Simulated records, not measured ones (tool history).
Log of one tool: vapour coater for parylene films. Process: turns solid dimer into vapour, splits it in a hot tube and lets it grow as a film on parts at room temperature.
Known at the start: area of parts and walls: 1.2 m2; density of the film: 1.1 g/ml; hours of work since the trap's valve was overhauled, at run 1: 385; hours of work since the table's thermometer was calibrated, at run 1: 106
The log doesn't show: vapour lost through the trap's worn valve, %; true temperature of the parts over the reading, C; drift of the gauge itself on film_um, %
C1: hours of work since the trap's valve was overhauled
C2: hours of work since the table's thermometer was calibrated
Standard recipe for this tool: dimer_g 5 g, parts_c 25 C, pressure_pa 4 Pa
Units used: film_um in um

{"run": 1, "hour": 0.0, "dimer_g": 5, "parts_c": 25, "pressure_pa": 4, "C1": 385, "C2": 106, "film_um": 2.82}
{"run": 2, "hour": 44.3, "dimer_g": 5, "parts_c": 25, "pressure_pa": 4, "C1": 405, "C2": 126, "film_um": 2.84}
{"run": 3, "hour": 74.7, "dimer_g": 5, "parts_c": 25, "pressure_pa": 4, "C1": 419, "C2": 140, "film_um": 2.83}
{"run": 4, "hour": 114.5, "dimer_g": 5, "parts_c": 25, "pressure_pa": 7.22, "C1": 437, "C2": 158, "film_um": 2.65}
{"run": 5, "hour": 153.9, "dimer_g": 5, "parts_c": 25, "pressure_pa": 7.22, "C1": 455, "C2": 176, "film_um": 2.67}
{"run": 6, "hour": 177.1, "dimer_g": 5, "parts_c": 25, "pressure_pa": 8.16, "C1": 466, "C2": 186, "film_um": 2.59}
{"run": 7, "hour": 203.3, "dimer_g": 5, "parts_c": 25, "pressure_pa": 8.16, "C1": 477, "C2": 198, "film_um": 2.59}
{"hour": 218.4, "done": "trap's valve overhauled"}
{"run": 8, "hour": 258.4, "dimer_g": 5, "parts_c": 25, "pressure_pa": 4, "C1": 18, "C2": 221, "film_um": 2.8}
{"run": 9, "hour": 280.5, "dimer_g": 5, "parts_c": 25, "pressure_pa": 4, "C1": 28, "C2": 231, "film_um": 2.83}
{"run": 10, "hour": 327.1, "dimer_g": 5, "parts_c": 35, "pressure_pa": 4, "C1": 49, "C2": 252, "film_um": 2.11}
{"run": 11, "hour": 371.3, "dimer_g": 5, "parts_c": 35, "pressure_pa": 4, "C1": 69, "C2": 273, "film_um": 2.1}
{"run": 12, "hour": 402.8, "dimer_g": 3, "parts_c": 25, "pressure_pa": 4, "C1": 84, "C2": 287, "film_um": 1.64}
{"run": 13, "hour": 438.0, "dimer_g": 3, "parts_c": 25, "pressure_pa": 4, "C1": 100, "C2": 303, "film_um": 1.68}
{"run": 14, "hour": 473.8, "dimer_g": 3, "parts_c": 25, "pressure_pa": 4, "C1": 116, "C2": 319, "film_um": 1.74}
{"run": 15, "hour": 514.0, "dimer_g": 3, "parts_c": 25, "pressure_pa": 4, "C1": 134, "C2": 337, "film_um": 1.66}
{"run": 16, "hour": 545.6, "dimer_g": 3, "parts_c": 18, "pressure_pa": 4, "C1": 149, "C2": 352, "film_um": 2.05}
{"run": 17, "hour": 593.0, "dimer_g": 3, "parts_c": 18, "pressure_pa": 4, "C1": 170, "C2": 373, "film_um": 2.07}
{"run": 18, "hour": 642.7, "dimer_g": 5, "parts_c": 25, "pressure_pa": 4, "C1": 193, "C2": 396, "film_um": 2.85}
{"run": 19, "hour": 674.4, "dimer_g": 5, "parts_c": 25, "pressure_pa": 4, "C1": 207, "C2": 410, "film_um": 2.79}
{"run": 20, "hour": 710.3, "dimer_g": 5, "parts_c": 25, "pressure_pa": 4, "C1": 223, "C2": 426, "film_um": 2.81}
{"run": 21, "hour": 748.1, "dimer_g": 5, "parts_c": 25, "pressure_pa": 4, "C1": 240, "C2": 444, "film_um": 2.82}
{"run": 22, "hour": 781.3, "dimer_g": 3, "parts_c": 26, "pressure_pa": 4, "C1": 255, "C2": 459, "film_um": 1.67}
{"run": 23, "hour": 804.7, "dimer_g": 3, "parts_c": 26, "pressure_pa": 4, "C1": 266, "C2": 469, "film_um": 1.61}
{"run": 24, "hour": 830.0, "dimer_g": 6, "parts_c": 25, "pressure_pa": 2.61, "C1": 278, "C2": 481, "film_um": 3.52}
{"run": 25, "hour": 857.1, "dimer_g": 5, "parts_c": 23, "pressure_pa": 4, "C1": 290, "C2": 493, "film_um": 2.99}
{"run": 26, "hour": 908.1, "dimer_g": 6, "parts_c": 25, "pressure_pa": 4, "C1": 313, "C2": 516, "film_um": 3.35}
{"run": 27, "hour": 929.5, "dimer_g": 6, "parts_c": 25, "pressure_pa": 4, "C1": 323, "C2": 526, "film_um": 3.33}
{"run": 28, "hour": 966.1, "dimer_g": 5, "parts_c": 22, "pressure_pa": 4.53, "C1": 339, "C2": 542, "film_um": 2.99}
{"run": 29, "hour": 1009.1, "dimer_g": 8, "parts_c": 22, "pressure_pa": 5.62, "C1": 359, "C2": 562, "film_um": 4.73}
{"run": 30, "hour": 1030.9, "dimer_g": 7, "parts_c": 18, "pressure_pa": 6.69, "C1": 369, "C2": 572, "film_um": 4.52}
{"run": 31, "hour": 1079.4, "dimer_g": 5, "parts_c": 18, "pressure_pa": 4.97, "C1": 391, "C2": 594, "film_um": 3.31}
{"run": 32, "hour": 1119.1, "dimer_g": 5, "parts_c": 18, "pressure_pa": 5.29, "C1": 409, "C2": 612, "film_um": 3.26}
{"run": 33, "hour": 1163.9, "dimer_g": 5, "parts_c": 31, "pressure_pa": 7.94, "C1": 429, "C2": 632, "film_um": 2.18}
{"run": 34, "hour": 1198.9, "dimer_g": 5, "parts_c": 31, "pressure_pa": 2.65, "C1": 445, "C2": 648, "film_um": 2.51}
{"run": 35, "hour": 1240.3, "dimer_g": 5, "parts_c": 25, "pressure_pa": 10.18, "C1": 464, "C2": 667, "film_um": 2.54}
{"hour": 1287.6, "done": "trap's valve overhauled"}
{"run": 36, "hour": 1293.3, "dimer_g": 4, "parts_c": 25, "pressure_pa": 4, "C1": 3, "C2": 689, "film_um": 2.29}
{"run": 37, "hour": 1343.0, "dimer_g": 4, "parts_c": 25, "pressure_pa": 4, "C1": 25, "C2": 712, "film_um": 2.26}
{"run": 38, "hour": 1385.1, "dimer_g": 3, "parts_c": 22, "pressure_pa": 9.62, "C1": 44, "C2": 731, "film_um": 1.64}
{"run": 39, "hour": 1417.0, "dimer_g": 5, "parts_c": 27, "pressure_pa": 2.54, "C1": 59, "C2": 745, "film_um": 2.8}
{"run": 40, "hour": 1454.9, "dimer_g": 5, "parts_c": 27, "pressure_pa": 2.54, "C1": 76, "C2": 762, "film_um": 2.81}

Describe how what the log doesn't record of the tool's condition differs between the last listed run preceding each entry between runs and the first listed run following it.
Logged between run 7 and run 8: trap's valve overhauled (hour 218.4)
  vapour lost through the trap's worn valve, %: 0.4 -> 0.1
Logged between run 35 and run 36: trap's valve overhauled (hour 1287.6)
  vapour lost through the trap's worn valve, %: 0.4 -> 0; true temperature of the parts over the reading, C: 0.03 -> 0.04
